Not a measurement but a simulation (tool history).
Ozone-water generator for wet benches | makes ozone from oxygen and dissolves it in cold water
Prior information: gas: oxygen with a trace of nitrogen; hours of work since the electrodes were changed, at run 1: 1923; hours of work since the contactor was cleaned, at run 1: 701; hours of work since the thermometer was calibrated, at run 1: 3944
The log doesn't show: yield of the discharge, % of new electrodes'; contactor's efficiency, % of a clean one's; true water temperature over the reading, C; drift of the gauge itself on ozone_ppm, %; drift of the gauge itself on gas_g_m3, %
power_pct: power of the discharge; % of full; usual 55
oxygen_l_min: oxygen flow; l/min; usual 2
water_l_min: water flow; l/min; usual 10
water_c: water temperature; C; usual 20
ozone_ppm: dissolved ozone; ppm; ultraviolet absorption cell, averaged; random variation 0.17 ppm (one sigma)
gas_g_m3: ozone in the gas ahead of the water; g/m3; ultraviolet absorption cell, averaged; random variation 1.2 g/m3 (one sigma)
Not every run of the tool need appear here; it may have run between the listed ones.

run,hour,power_pct,oxygen_l_min,water_l_min,water_c,hours of work since the electrodes were changed,hours of work since the contactor was cleaned,hours of work since the thermometer was calibrated,ozone_ppm,gas_g_m3
1,0,55,2,10,20,1923,701,3944,21.8,214.8
2,45.9,55,2,10,20,1953,731,3974,21.7,213.1
3,143.1,86,2,10,20,2018,796,4038,32.7,314.3
4,228.4,55,2,10,23,2074,852,4095,21.1,214.4
5,303.2,55,2,10,23,2124,902,4144,20.9,212.3
6,404.5,55,2,13,23,2191,969,4211,17.1,211.1
7,483.1,55,2,10,20,2243,1021,4264,21.8,212.8
# hour 523.1: water thermometer calibrated
8,540.9,55,2,15,20,2281,1059,12,15.3,212.1
9,642.4,55,2,15,20,2348,1126,79,15.5,213
10,719.9,49,2,10,20,2400,1177,130,19.6,192.8
11,822.2,55,2,10,19,2467,1245,198,21.7,212.7
12,907.6,55,2,10,19,2524,1302,255,22,211.6
13,988,55,2,10,20,2577,1355,308,21.4,213.3
14,1038.3,55,2,10,20,2611,1388,341,21.5,209.2
# hour 1047.6: water thermometer calibrated, once more
15,1087.1,55,2,10,20,2643,1420,26,21.5,212.3
16,1145.6,55,1.62,10,20,2681,1459,65,20.9,235.1
17,1230.8,55,2.66,16,19,2738,1516,121,15.2,185.3
18,1302.2,97,2,16,16,2785,1563,169,24.5,344.8
19,1385.9,61,2.22,6,22,2840,1618,224,32,219.3
20,1441.3,61,2.22,6,22,2877,1655,261,32.1,219.4
21,1541.1,55,1.2,12,20,2943,1721,327,16.5,270.6

Run 22, settings as shown, results not yet in. Your forecast:
22,1601.7,93,1.46,14,20,2983,1761,367,?,?

Run 22 yielded ozone_ppm 23.9 ppm, gas_g_m3 385.3 g/m3.
Minus the tool's unlogged condition, the same run would have read ozone_ppm 25.5 ppm, gas_g_m3 405.2 g/m3.

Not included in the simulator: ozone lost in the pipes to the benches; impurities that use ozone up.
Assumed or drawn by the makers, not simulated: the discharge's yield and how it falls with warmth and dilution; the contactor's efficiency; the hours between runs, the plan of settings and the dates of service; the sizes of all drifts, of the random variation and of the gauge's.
